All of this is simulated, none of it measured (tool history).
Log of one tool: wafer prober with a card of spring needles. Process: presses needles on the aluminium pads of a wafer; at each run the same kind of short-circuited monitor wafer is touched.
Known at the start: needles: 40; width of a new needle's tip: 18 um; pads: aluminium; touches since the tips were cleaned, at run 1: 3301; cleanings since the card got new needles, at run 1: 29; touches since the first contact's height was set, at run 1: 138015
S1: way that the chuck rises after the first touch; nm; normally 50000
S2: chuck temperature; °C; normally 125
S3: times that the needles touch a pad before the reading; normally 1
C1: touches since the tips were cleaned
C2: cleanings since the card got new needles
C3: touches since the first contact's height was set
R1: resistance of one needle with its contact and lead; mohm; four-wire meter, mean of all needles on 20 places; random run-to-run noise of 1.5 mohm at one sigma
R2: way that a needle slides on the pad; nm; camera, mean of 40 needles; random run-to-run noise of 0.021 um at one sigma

run 1 hour=0 | S1=50000 S2=125 S3=1 | C1=3301 C2=29 C3=138015 | R1=264 R2=6040
-- hour=1.7 tips cleaned on abrasive film
run 2 hour=6.4 | S1=50000 S2=95 S3=1 | C1=2297 C2=30 C3=141065 | R1=353 R2=6000
-- hour=10.2 tips cleaned on abrasive film
run 3 hour=16.2 | S1=56000 S2=125 S3=1 | C1=2891 C2=31 C3=145751 | R1=232 R2=6710
-- hour=18.7 tips cleaned on abrasive film
run 4 hour=21.1 | S1=56000 S2=125 S3=1 | C1=1120 C2=32 C3=148081 | R1=181 R2=6720
-- hour=27.5 tips cleaned on abrasive film
run 5 hour=31.2 | S1=56000 S2=125 S3=1 | C1=1813 C2=33 C3=152965 | R1=204 R2=6720
-- hour=35.7 tips cleaned on abrasive film
run 6 hour=40.6 | S1=56000 S2=125 S3=1 | C1=2372 C2=34 C3=157446 | R1=215 R2=6710
-- hour=43.7 tips cleaned on abrasive film
-- hour=49.6 tips cleaned on abrasive film, once more
run 7 hour=51.2 | S1=56000 S2=125 S3=1 | C1=795 C2=36 C3=162517 | R1=168 R2=6700
-- hour=58 tips cleaned on abrasive film
run 8 hour=60.1 | S1=56000 S2=125 S3=1 | C1=1031 C2=37 C3=166791 | R1=191 R2=6670
run 9 hour=65.5 | S1=56000 S2=125 S3=1 | C1=3612 C2=37 C3=169372 | R1=248 R2=6670
-- hour=66.5 tips cleaned on abrasive film
run 10 hour=72.2 | S1=56000 S2=125 S3=1 | C1=2729 C2=38 C3=172571 | R1=227 R2=6610
-- hour=74.6 tips cleaned on abrasive film
run 11 hour=82 | S1=56000 S2=125 S3=1 | C1=3621 C2=39 C3=177313 | R1=247 R2=6640
-- hour=82.7 tips cleaned on abrasive film
-- hour=91 tips cleaned on abrasive film
run 12 hour=91 | S1=32000 S2=125 S3=1 | C1=0 C2=41 C3=181542 | R1=181 R2=3670
run 13 hour=96.3 | S1=32000 S2=125 S3=1 | C1=2573 C2=41 C3=184115 | R1=430 R2=3680
-- hour=99 tips cleaned on abrasive film
run 14 hour=102.7 | S1=32000 S2=125 S3=1 | C1=1799 C2=42 C3=187205 | R1=369 R2=3670
-- hour=107.3 tips cleaned on abrasive film
run 15 hour=113.8 | S1=50000 S2=125 S3=2 | C1=3160 C2=43 C3=192528 | R1=214 R2=5950
-- hour=115.5 tips cleaned on abrasive film
run 16 hour=122 | S1=50000 S2=125 S3=2 | C1=3141 C2=44 C3=196419 | R1=214 R2=5860
-- hour=123.9 tips cleaned on abrasive film
-- hour=132 tips cleaned on abrasive film
run 17 hour=133 | S1=39000 S2=73 S3=1 | C1=512 C2=46 C3=201702 | R1=205 R2=4490
run 18 hour=139.5 | S1=53000 S2=125 S3=1 | C1=3650 C2=46 C3=204840 | R1=261 R2=6240
-- hour=140.2 tips cleaned on abrasive film
run 19 hour=146.1 | S1=39000 S2=125 S3=2 | C1=2864 C2=47 C3=207981 | R1=283 R2=4480
-- hour=148.8 tips cleaned on abrasive film
run 20 hour=156.3 | S1=39000 S2=34 S3=3 | C1=3666 C2=48 C3=212897 | R1=231 R2=4450
-- hour=157.1 tips cleaned on abrasive film
run 21 hour=161 | S1=70000 S2=125 S3=1 | C1=1910 C2=49 C3=215128 | R1=181 R2=8340
-- hour=165.5 tips cleaned on abrasive film
run 22 hour=167.6 | S1=70000 S2=125 S3=2 | C1=1053 C2=50 C3=218278 | R1=154 R2=8310
run 23 hour=172.7 | S1=70000 S2=50 S3=2 | C1=3531 C2=50 C3=220756 | R1=169 R2=8350
-- hour=174 tips cleaned on abrasive film
run 24 hour=178.2 | S1=70000 S2=50 S3=2 | C1=2005 C2=51 C3=223341 | R1=156 R2=8300
-- hour=182.4 tips cleaned on abrasive film
run 25 hour=183.7 | S1=50000 S2=93 S3=1 | C1=604 C2=52 C3=225962 | R1=177 R2=5830
run 26 hour=189.4 | S1=35000 S2=34 S3=1 | C1=3401 C2=52 C3=228759 | R1=486 R2=3950
-- hour=191.1 tips cleaned on abrasive film
run 27 hour=195.7 | S1=35000 S2=34 S3=2 | C1=2266 C2=53 C3=231765 | R1=305 R2=3940
-- hour=199.1 height of the first contact set anew
-- hour=200.2 tips cleaned on abrasive film
run 28 hour=206 | S1=70000 S2=48 S3=2 | C1=2831 C2=54 C3=3292 | R1=163 R2=8760
-- hour=208.6 tips cleaned on abrasive film
run 29 hour=210.9 | S1=70000 S2=48 S3=2 | C1=1129 C2=55 C3=5620 | R1=138 R2=8770
-- hour=217 tips cleaned on abrasive film
run 30 hour=220.2 | S1=70000 S2=48 S3=2 | C1=1549 C2=56 C3=10098 | R1=146 R2=8740
-- hour=225.9 tips cleaned on abrasive film
run 31 hour=230.4 | S1=47000 S2=48 S3=1 | C1=2172 C2=57 C3=14958 | R1=256 R2=5830
-- hour=234.1 tips cleaned on abrasive film
run 32 hour=237.6 | S1=33000 S2=33 S3=2 | C1=1709 C2=58 C3=18434 | R1=250 R2=4100

Entry by entry between the runs, the difference in hidden state between the last listed run before and the first listed run after:
After run 1, before run 2: tips cleaned on abrasive film (hour 1.7)
  debris on the tips, nm: 105 -> 170.4; way that the needles fall short of the set height, um: 1.72 -> 2.16; tips' diameter, um: 18.6 -> 18.74
  the result without the hidden state subtracted from the measured one, R1: +126 -> +222 mohm; R2: -210 -> -270 nm
After run 2, before run 3: tips cleaned on abrasive film (hour 10.2)
  debris on the tips, nm: 170.4 -> 99.2; way that the needles fall short of the set height, um: 2.16 -> 2.24; tips' diameter, um: 18.74 -> 18.77
  the result without the hidden state subtracted from the measured one, R1: +222 -> +99 mohm; R2: -270 -> -280 nm
After run 3, before run 4: tips cleaned on abrasive film (hour 18.7)
  debris on the tips, nm: 99.2 -> 49.8; way that the needles fall short of the set height, um: 2.24 -> 2.29; tips' diameter, um: 18.77 -> 18.79
  the result without the hidden state subtracted from the measured one, R1: +99 -> +51 mohm; R2: -280 -> -290 nm
After run 4, before run 5: tips cleaned on abrasive film (hour 27.5)
  debris on the tips, nm: 49.8 -> 76.3; way that the needles fall short of the set height, um: 2.29 -> 2.35; tips' diameter, um: 18.79 -> 18.81
  the result without the hidden state subtracted from the measured one, R1: +51 -> +76 mohm; R2: -290 -> -300 nm
After run 5, before run 6: tips cleaned on abrasive film (hour 35.7)
  debris on the tips, nm: 76.3 -> 82.8; way that the needles fall short of the set height, um: 2.35 -> 2.43; tips' diameter, um: 18.81 -> 18.83
  the result without the hidden state subtracted from the measured one, R1: +76 -> +83 mohm; R2: -300 -> -310 nm
After run 6, before run 7: tips cleaned on abrasive film (hour 43.7); tips cleaned on abrasive film, once more (hour 49.6)
  debris on the tips, nm: 82.8 -> 33.9; way that the needles fall short of the set height, um: 2.43 -> 2.56; tips' diameter, um: 18.83 -> 18.88
  the result without the hidden state subtracted from the measured one, R1: +83 -> +36 mohm; R2: -310 -> -320 nm
After run 7, before run 8: tips cleaned on abrasive film (hour 58)
  debris on the tips, nm: 33.9 -> 52.8; way that the needles fall short of the set height, um: 2.56 -> 2.62; tips' diameter, um: 18.88 -> 18.9
  the result without the hidden state subtracted from the measured one, R1: +36 -> +56 mohm; R2: -320 -> -330 nm
After run 9, before run 10: tips cleaned on abrasive film (hour 66.5)
  debris on the tips, nm: 113 -> 89.5; way that the needles fall short of the set height, um: 2.62 -> 2.67; tips' diameter, um: 18.9 -> 18.92
  the result without the hidden state subtracted from the measured one, R1: +115 -> +93 mohm; R2: -330 -> -330 nm
After run 10, before run 11: tips cleaned on abrasive film (hour 74.6)
  debris on the tips, nm: 89.5 -> 110.7; way that the needles fall short of the set height, um: 2.67 -> 2.73; tips' diameter, um: 18.92 -> 18.94
  the result without the hidden state subtracted from the measured one, R1: +93 -> +114 mohm; R2: -330 -> -340 nm
After run 11, before run 12: tips cleaned on abrasive film (hour 82.7); tips cleaned on abrasive film (hour 91)
  debris on the tips, nm: 110.7 -> 7.6; way that the needles fall short of the set height, um: 2.73 -> 2.87; tips' diameter, um: 18.94 -> 18.99
  the result without the hidden state subtracted from the measured one, R1: +114 -> +31 mohm; R2: -340 -> -360 nm
After run 13, before run 14: tips cleaned on abrasive film (hour 99)
  debris on the tips, nm: 85.6 -> 65.1; way that the needles fall short of the set height, um: 2.87 -> 2.94; tips' diameter, um: 18.99 -> 19.01
  the result without the hidden state subtracted from the measured one, R1: +279 -> +218 mohm; R2: -360 -> -370 nm
After run 14, before run 15: tips cleaned on abrasive film (hour 107.3)
  debris on the tips, nm: 65.1 -> 99.2; way that the needles fall short of the set height, um: 2.94 -> 3; tips' diameter, um: 19.01 -> 19.03
  the result without the hidden state subtracted from the measured one, R1: +218 -> +80 mohm; R2: -370 -> -370 nm
After run 15, before run 16: tips cleaned on abrasive film (hour 115.5)
  debris on the tips, nm: 99.2 -> 100.2; way that the needles fall short of the set height, um: 3 -> 3.05; tips' diameter, um: 19.03 -> 19.05
  the result without the hidden state subtracted from the measured one, R1: +80 -> +80 mohm; R2: -370 -> -380 nm
After run 16, before run 17: tips cleaned on abrasive film (hour 123.9); tips cleaned on abrasive film (hour 132)
  debris on the tips, nm: 100.2 -> 26.4; way that the needles fall short of the set height, um: 3.05 -> 3.17; tips' diameter, um: 19.05 -> 19.09
  the result without the hidden state subtracted from the measured one, R1: +80 -> +69 mohm; R2: -380 -> -400 nm
After run 18, before run 19: tips cleaned on abrasive film (hour 140.2)
  debris on the tips, nm: 109.3 -> 99; way that the needles fall short of the set height, um: 3.17 -> 3.25; tips' diameter, um: 19.09 -> 19.12
  the result without the hidden state subtracted from the measured one, R1: +129 -> +138 mohm; R2: -390 -> -410 nm
After run 19, before run 20: tips cleaned on abrasive film (hour 148.8)
  debris on the tips, nm: 99 -> 107.3; way that the needles fall short of the set height, um: 3.25 -> 3.32; tips' diameter, um: 19.12 -> 19.14
  the result without the hidden state subtracted from the measured one, R1: +138 -> +103 mohm; R2: -410 -> -410 nm
After run 20, before run 21: tips cleaned on abrasive film (hour 157.1)
  debris on the tips, nm: 107.3 -> 77.9; way that the needles fall short of the set height, um: 3.32 -> 3.36; tips' diameter, um: 19.14 -> 19.16
  the result without the hidden state subtracted from the measured one, R1: +103 -> +54 mohm; R2: -410 -> -420 nm
After run 21, before run 22: tips cleaned on abrasive film (hour 165.5)
  debris on the tips, nm: 77.9 -> 53.7; way that the needles fall short of the set height, um: 3.36 -> 3.42; tips' diameter, um: 19.16 -> 19.18
  the result without the hidden state subtracted from the measured one, R1: +54 -> +24 mohm; R2: -420 -> -430 nm
After run 23, before run 24: tips cleaned on abrasive film (hour 174)
  debris on the tips, nm: 110.7 -> 79.9; way that the needles fall short of the set height, um: 3.42 -> 3.48; tips' diameter, um: 19.18 -> 19.2
  the result without the hidden state subtracted from the measured one, R1: +53 -> +39 mohm; R2: -430 -> -430 nm
After run 24, before run 25: tips cleaned on abrasive film (hour 182.4)
  debris on the tips, nm: 79.9 -> 31.7; way that the needles fall short of the set height, um: 3.48 -> 3.52; tips' diameter, um: 19.2 -> 19.22
  the result without the hidden state subtracted from the measured one, R1: +39 -> +48 mohm; R2: -430 -> -440 nm
After run 26, before run 27: tips cleaned on abrasive film (hour 191.1)
  debris on the tips, nm: 105.4 -> 84.8; way that the needles fall short of the set height, um: 3.52 -> 3.58; tips' diameter, um: 19.22 -> 19.24
  the result without the hidden state subtracted from the measured one, R1: +355 -> +174 mohm; R2: -440 -> -450 nm
After run 27, before run 28: height of the first contact set anew (hour 199.1); tips cleaned on abrasive film (hour 200.2)
  debris on the tips, nm: 84.8 -> 99.8; way that the needles fall short of the set height, um: 3.58 -> 0.06; tips' diameter, um: 19.24 -> 19.26
  the result without the hidden state subtracted from the measured one, R1: +174 -> +44 mohm; R2: -450 -> +0 nm
After run 28, before run 29: tips cleaned on abrasive film (hour 208.6)
  debris on the tips, nm: 99.8 -> 51.2; way that the needles fall short of the set height, um: 0.06 -> 0.11; tips' diameter, um: 19.26 -> 19.28
  the result without the hidden state subtracted from the measured one, R1: +44 -> +23 mohm; R2: +0 -> -10 nm
After run 29, before run 30: tips cleaned on abrasive film (hour 217)
  debris on the tips, nm: 51.2 -> 68.5; way that the needles fall short of the set height, um: 0.11 -> 0.18; tips' diameter, um: 19.28 -> 19.3
  the result without the hidden state subtracted from the measured one, R1: +23 -> +31 mohm; R2: -10 -> -30 nm
After run 30, before run 31: tips cleaned on abrasive film (hour 225.9)
  debris on the tips, nm: 68.5 -> 83.2; way that the needles fall short of the set height, um: 0.18 -> 0.24; tips' diameter, um: 19.3 -> 19.32
  the result without the hidden state subtracted from the measured one, R1: +31 -> +130 mohm; R2: -30 -> -30 nm
After run 31, before run 32: tips cleaned on abrasive film (hour 234.1)
  debris on the tips, nm: 83.2 -> 62.9; way that the needles fall short of the set height, um: 0.24 -> 0.3; tips' diameter, um: 19.32 -> 19.34
  the result without the hidden state subtracted from the measured one, R1: +130 -> +118 mohm; R2: -30 -> -40 nm
